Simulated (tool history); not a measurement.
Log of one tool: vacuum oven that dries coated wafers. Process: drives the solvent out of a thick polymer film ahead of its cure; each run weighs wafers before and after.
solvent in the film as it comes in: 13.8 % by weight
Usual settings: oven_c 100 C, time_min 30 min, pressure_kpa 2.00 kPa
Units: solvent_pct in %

{"run": 1, "hour": 0.0, "oven_c": 100, "time_min": 30, "pressure_kpa": 2.0, "solvent_pct": 3.4}
{"run": 2, "hour": 15.0, "oven_c": 100, "time_min": 23, "pressure_kpa": 2.0, "solvent_pct": 4.42}
{"run": 3, "hour": 40.7, "oven_c": 100, "time_min": 30, "pressure_kpa": 2.0, "solvent_pct": 3.43}
{"run": 4, "hour": 55.9, "oven_c": 100, "time_min": 30, "pressure_kpa": 2.0, "solvent_pct": 3.45}
{"run": 5, "hour": 75.2, "oven_c": 100, "time_min": 30, "pressure_kpa": 2.0, "solvent_pct": 3.46}
{"run": 6, "hour": 94.2, "oven_c": 100, "time_min": 30, "pressure_kpa": 3.68, "solvent_pct": 4.04}
{"run": 7, "hour": 104.9, "oven_c": 100, "time_min": 30, "pressure_kpa": 3.68, "solvent_pct": 3.98}
{"run": 8, "hour": 115.7, "oven_c": 88, "time_min": 30, "pressure_kpa": 2.0, "solvent_pct": 6.97}
{"run": 9, "hour": 131.7, "oven_c": 88, "time_min": 30, "pressure_kpa": 2.0, "solvent_pct": 6.98}
{"run": 10, "hour": 149.2, "oven_c": 97, "time_min": 30, "pressure_kpa": 2.0, "solvent_pct": 4.38}
{"run": 11, "hour": 163.3, "oven_c": 97, "time_min": 30, "pressure_kpa": 2.0, "solvent_pct": 4.39}
{"run": 12, "hour": 182.0, "oven_c": 97, "time_min": 30, "pressure_kpa": 2.0, "solvent_pct": 4.31}
{"run": 13, "hour": 208.0, "oven_c": 100, "time_min": 30, "pressure_kpa": 1.09, "solvent_pct": 3.19}
{"run": 14, "hour": 219.0, "oven_c": 100, "time_min": 30, "pressure_kpa": 1.09, "solvent_pct": 3.22}
{"run": 15, "hour": 243.1, "oven_c": 100, "time_min": 30, "pressure_kpa": 1.09, "solvent_pct": 3.23}
{"run": 16, "hour": 260.9, "oven_c": 100, "time_min": 30, "pressure_kpa": 4.17, "solvent_pct": 4.22}
{"run": 17, "hour": 277.8, "oven_c": 100, "time_min": 30, "pressure_kpa": 4.17, "solvent_pct": 4.31}
{"run": 18, "hour": 298.5, "oven_c": 100, "time_min": 30, "pressure_kpa": 4.17, "solvent_pct": 4.29}
{"run": 19, "hour": 324.4, "oven_c": 113, "time_min": 30, "pressure_kpa": 2.0, "solvent_pct": 1.04}
{"run": 20, "hour": 338.8, "oven_c": 113, "time_min": 30, "pressure_kpa": 2.0, "solvent_pct": 1.0}
{"run": 21, "hour": 350.3, "oven_c": 100, "time_min": 30, "pressure_kpa": 2.0, "solvent_pct": 3.57}
{"run": 22, "hour": 372.8, "oven_c": 100, "time_min": 30, "pressure_kpa": 2.0, "solvent_pct": 3.62}
{"run": 23, "hour": 385.7, "oven_c": 100, "time_min": 30, "pressure_kpa": 5.39, "solvent_pct": 4.71}
{"run": 24, "hour": 408.6, "oven_c": 90, "time_min": 24, "pressure_kpa": 2.0, "solvent_pct": 7.28}
{"run": 25, "hour": 430.8, "oven_c": 104, "time_min": 26, "pressure_kpa": 1.35, "solvent_pct": 2.84}
{"run": 26, "hour": 454.4, "oven_c": 104, "time_min": 26, "pressure_kpa": 1.35, "solvent_pct": 2.79}
{"run": 27, "hour": 474.7, "oven_c": 97, "time_min": 26, "pressure_kpa": 1.35, "solvent_pct": 4.72}
{"run": 28, "hour": 497.9, "oven_c": 97, "time_min": 26, "pressure_kpa": 1.35, "solvent_pct": 4.75}
{"run": 29, "hour": 510.2, "oven_c": 97, "time_min": 26, "pressure_kpa": 1.35, "solvent_pct": 4.76}
{"run": 30, "hour": 533.2, "oven_c": 97, "time_min": 26, "pressure_kpa": 1.35, "solvent_pct": 4.78}
{"run": 31, "hour": 557.6, "oven_c": 100, "time_min": 30, "pressure_kpa": 2.49, "solvent_pct": 3.75}
{"run": 32, "hour": 576.2, "oven_c": 99, "time_min": 31, "pressure_kpa": 3.81, "solvent_pct": 4.43}
{"run": 33, "hour": 589.7, "oven_c": 99, "time_min": 40, "pressure_kpa": 1.13, "solvent_pct": 2.51}
{"run": 34, "hour": 612.5, "oven_c": 99, "time_min": 40, "pressure_kpa": 1.13, "solvent_pct": 2.54}
{"run": 35, "hour": 632.6, "oven_c": 107, "time_min": 17, "pressure_kpa": 1.25, "solvent_pct": 3.6}
{"run": 36, "hour": 658.9, "oven_c": 107, "time_min": 17, "pressure_kpa": 1.25, "solvent_pct": 3.63}
{"run": 37, "hour": 670.7, "oven_c": 104, "time_min": 46, "pressure_kpa": 1.75, "solvent_pct": 1.36}
{"run": 38, "hour": 693.9, "oven_c": 103, "time_min": 43, "pressure_kpa": 7.17, "solvent_pct": 3.64}
{"run": 39, "hour": 712.3, "oven_c": 100, "time_min": 33, "pressure_kpa": 2.0, "solvent_pct": 3.35}
{"run": 40, "hour": 726.6, "oven_c": 115, "time_min": 27, "pressure_kpa": 5.35, "solvent_pct": 1.77}
{"run": 41, "hour": 744.8, "oven_c": 89, "time_min": 35, "pressure_kpa": 3.8, "solvent_pct": 7.1}
{"run": 42, "hour": 771.5, "oven_c": 89, "time_min": 35, "pressure_kpa": 3.8, "solvent_pct": 7.12}
{"run": 43, "hour": 786.9, "oven_c": 100, "time_min": 36, "pressure_kpa": 1.71, "solvent_pct": 2.94}
{"run": 44, "hour": 805.6, "oven_c": 114, "time_min": 21, "pressure_kpa": 2.0, "solvent_pct": 1.56}
{"run": 45, "hour": 820.3, "oven_c": 114, "time_min": 21, "pressure_kpa": 2.0, "solvent_pct": 1.56}
{"run": 46, "hour": 845.6, "oven_c": 114, "time_min": 36, "pressure_kpa": 6.0, "solvent_pct": 1.79}

Not shown: 1 entry that the log had between the listed runs. Between which runs, and how does the tool's hidden state differ before and after?
Between runs 25 and 26: vacuum gauge cleaned of residue and calibrated (hour 454.4)
  true wafer temperature over the reading, C: -0.98 -> -1.01; true pressure over the reading, kPa: 0.275 -> -0.008
  measured less the result without the state, solvent_pct: +0.33 -> +0.25 %
